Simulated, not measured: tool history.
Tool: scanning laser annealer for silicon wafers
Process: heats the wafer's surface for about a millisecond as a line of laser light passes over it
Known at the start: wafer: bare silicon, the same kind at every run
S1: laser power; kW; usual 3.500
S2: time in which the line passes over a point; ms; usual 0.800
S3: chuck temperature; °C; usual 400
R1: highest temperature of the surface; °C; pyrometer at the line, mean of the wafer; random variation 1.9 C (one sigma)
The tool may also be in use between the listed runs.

{"run": 1, "hour": 0.0, "S1": 3.5, "S2": 0.8, "S3": 400, "R1": 1134}
{"run": 2, "hour": 37.5, "S1": 3.5, "S2": 0.8, "S3": 400, "R1": 1131}
{"run": 3, "hour": 74.3, "S1": 3.5, "S2": 0.8, "S3": 433, "R1": 1162}
{"run": 4, "hour": 110.9, "S1": 3.5, "S2": 0.79, "S3": 400, "R1": 1124}
{"run": 5, "hour": 165.2, "S1": 3.5, "S2": 0.837, "S3": 400, "R1": 1142}
{"run": 6, "hour": 207.9, "S1": 3.5, "S2": 0.837, "S3": 400, "R1": 1139}
{"run": 7, "hour": 251.0, "S1": 3.5, "S2": 0.837, "S3": 400, "R1": 1141}
{"run": 8, "hour": 278.4, "S1": 3.5, "S2": 0.634, "S3": 400, "R1": 1040}
{"run": 9, "hour": 308.1, "S1": 3.5, "S2": 0.599, "S3": 400, "R1": 1023}
{"run": 10, "hour": 339.6, "S1": 3.5, "S2": 0.952, "S3": 400, "R1": 1181}
{"run": 11, "hour": 380.2, "S1": 3.5, "S2": 0.952, "S3": 400, "R1": 1180}
{"run": 12, "hour": 410.1, "S1": 3.409, "S2": 0.952, "S3": 400, "R1": 1159}
{"hour": 433.7, "done": "window over the wafer cleaned"}
{"run": 13, "hour": 464.3, "S1": 3.5, "S2": 0.8, "S3": 400, "R1": 1107}
{"run": 14, "hour": 497.7, "S1": 3.5, "S2": 0.8, "S3": 400, "R1": 1109}
{"run": 15, "hour": 538.3, "S1": 3.5, "S2": 0.8, "S3": 400, "R1": 1105}
{"hour": 543.9, "done": "window over the wafer cleaned, once more"}
{"run": 16, "hour": 588.5, "S1": 3.5, "S2": 0.73, "S3": 400, "R1": 1095}
{"run": 17, "hour": 637.6, "S1": 3.12, "S2": 0.8, "S3": 400, "R1": 1046}
{"run": 18, "hour": 680.4, "S1": 3.5, "S2": 0.8, "S3": 400, "R1": 1126}
{"run": 19, "hour": 704.3, "S1": 3.454, "S2": 0.8, "S3": 400, "R1": 1116}
{"run": 20, "hour": 754.1, "S1": 3.5, "S2": 0.623, "S3": 400, "R1": 1033}
{"run": 21, "hour": 795.6, "S1": 3.5, "S2": 0.824, "S3": 400, "R1": 1130}
{"run": 22, "hour": 839.0, "S1": 3.5, "S2": 0.824, "S3": 400, "R1": 1130}
{"run": 23, "hour": 885.1, "S1": 3.5, "S2": 0.596, "S3": 407, "R1": 1023}
{"run": 24, "hour": 928.3, "S1": 3.741, "S2": 0.597, "S3": 421, "R1": 1083}
{"hour": 972.2, "done": "optics aligned, line set to its width"}
{"run": 25, "hour": 988.8, "S1": 3.588, "S2": 0.578, "S3": 374, "R1": 1005}
{"run": 26, "hour": 1020.1, "S1": 3.5, "S2": 0.871, "S3": 426, "R1": 1175}
{"run": 27, "hour": 1063.8, "S1": 3.5, "S2": 0.871, "S3": 426, "R1": 1175}
{"hour": 1092.9, "done": "window over the wafer cleaned"}
{"run": 28, "hour": 1104.3, "S1": 3.5, "S2": 0.871, "S3": 426, "R1": 1197}
{"run": 29, "hour": 1146.7, "S1": 3.53, "S2": 0.707, "S3": 400, "R1": 1097}
{"run": 30, "hour": 1189.2, "S1": 3.53, "S2": 0.707, "S3": 400, "R1": 1099}
{"run": 31, "hour": 1241.6, "S1": 3.567, "S2": 0.707, "S3": 437, "R1": 1136}
{"run": 32, "hour": 1266.6, "S1": 3.351, "S2": 0.8, "S3": 420, "R1": 1117}
{"run": 33, "hour": 1295.3, "S1": 3.799, "S2": 0.8, "S3": 423, "R1": 1215}
{"run": 34, "hour": 1325.8, "S1": 3.799, "S2": 0.8, "S3": 423, "R1": 1218}
{"run": 35, "hour": 1354.9, "S1": 3.5, "S2": 0.696, "S3": 418, "R1": 1095}
{"run": 36, "hour": 1397.4, "S1": 3.083, "S2": 0.696, "S3": 365, "R1": 961}
{"run": 37, "hour": 1453.1, "S1": 3.509, "S2": 0.656, "S3": 434, "R1": 1091}
{"run": 38, "hour": 1477.1, "S1": 3.171, "S2": 0.8, "S3": 387, "R1": 1039}
{"run": 39, "hour": 1535.1, "S1": 3.5, "S2": 0.779, "S3": 414, "R1": 1125}
{"run": 40, "hour": 1591.8, "S1": 3.338, "S2": 0.779, "S3": 374, "R1": 1050}

Some steps in R1 between neighbouring runs. How much of each would the tool show without its hidden state too (settings, what came in, random variation), and how much is left for the hidden state, with any gauge scatter that isn't in both results?
The hidden state here: light that passes the window, % of a clean one's; laser's true power over the reading, %; width of the line over the set one, %; drift of the gauge itself on peak_c, C.
Run 9 -> 10: S2 0.599 -> 0.952. R1 +158 °C: hidden state -7, all else +165.
Run 15 -> 16: S2 0.800 -> 0.730, window over the wafer cleaned, once more. R1 -10 °C: hidden state +23, all else -33.
Run 24 -> 25: S1 3.741 -> 3.588, S2 0.597 -> 0.578, S3 421 -> 374, optics aligned, line set to its width. R1 -78 °C: hidden state +10, all else -88.
Run 25 -> 26: S1 3.588 -> 3.500, S2 0.578 -> 0.871, S3 374 -> 426. R1 +170 °C: hidden state -5, all else +175.
Run 27 -> 28: window over the wafer cleaned. R1 +22 °C: hidden state +17, all else +5.
Run 35 -> 36: S1 3.500 -> 3.083, S3 418 -> 365. R1 -134 °C: hidden state +1, all else -135.
